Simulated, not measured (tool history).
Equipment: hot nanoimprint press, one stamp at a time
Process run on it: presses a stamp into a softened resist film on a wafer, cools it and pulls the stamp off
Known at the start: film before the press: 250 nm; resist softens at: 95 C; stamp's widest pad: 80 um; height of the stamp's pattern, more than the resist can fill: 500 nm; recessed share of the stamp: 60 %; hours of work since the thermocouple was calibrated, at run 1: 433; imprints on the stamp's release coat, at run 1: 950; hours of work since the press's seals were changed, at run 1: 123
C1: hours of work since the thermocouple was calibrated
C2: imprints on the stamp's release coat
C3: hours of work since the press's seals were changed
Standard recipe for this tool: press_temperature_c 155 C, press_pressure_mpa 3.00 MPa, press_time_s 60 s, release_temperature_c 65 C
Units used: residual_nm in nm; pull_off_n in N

run 1 hour=0.0 | press_temperature_c=155 press_pressure_mpa=3.00 press_time_s=60 release_temperature_c=65 | C1=433 C2=950 C3=123 | residual_nm=135.4 pull_off_n=208
run 2 hour=9.4 | press_temperature_c=155 press_pressure_mpa=3.00 press_time_s=60 release_temperature_c=65 | C1=437 C2=982 C3=127 | residual_nm=135.7 pull_off_n=203
run 3 hour=17.6 | press_temperature_c=155 press_pressure_mpa=3.00 press_time_s=60 release_temperature_c=55 | C1=441 C2=1010 C3=131 | residual_nm=136.3 pull_off_n=253
run 4 hour=31.0 | press_temperature_c=155 press_pressure_mpa=3.00 press_time_s=60 release_temperature_c=55 | C1=447 C2=1055 C3=137 | residual_nm=135.2 pull_off_n=263
run 5 hour=44.3 | press_temperature_c=155 press_pressure_mpa=3.00 press_time_s=60 release_temperature_c=55 | C1=453 C2=1100 C3=143 | residual_nm=134.2 pull_off_n=266
run 6 hour=49.8 | press_temperature_c=155 press_pressure_mpa=3.00 press_time_s=60 release_temperature_c=55 | C1=456 C2=1118 C3=145 | residual_nm=136.3 pull_off_n=262
run 7 hour=57.0 | press_temperature_c=155 press_pressure_mpa=3.00 press_time_s=60 release_temperature_c=55 | C1=459 C2=1143 C3=149 | residual_nm=136.2 pull_off_n=269
run 8 hour=67.1 | press_temperature_c=146 press_pressure_mpa=3.00 press_time_s=60 release_temperature_c=69 | C1=464 C2=1177 C3=153 | residual_nm=195.7 pull_off_n=201
run 9 hour=74.7 | press_temperature_c=167 press_pressure_mpa=3.00 press_time_s=60 release_temperature_c=65 | C1=467 C2=1203 C3=157 | residual_nm=75.7 pull_off_n=210

For run 10, what comes out?
run 10 hour=82.3 | press_temperature_c=155 press_pressure_mpa=2.57 press_time_s=60 release_temperature_c=59 | C1=471 C2=1229 C3=160 | residual_nm=? pull_off_n=?

residual_nm: 145.2 nm
pull_off_n: 248 N
The same run, on a tool lacking any hidden state, would have yielded residual_nm 155.0 nm, pull_off_n 185 N.
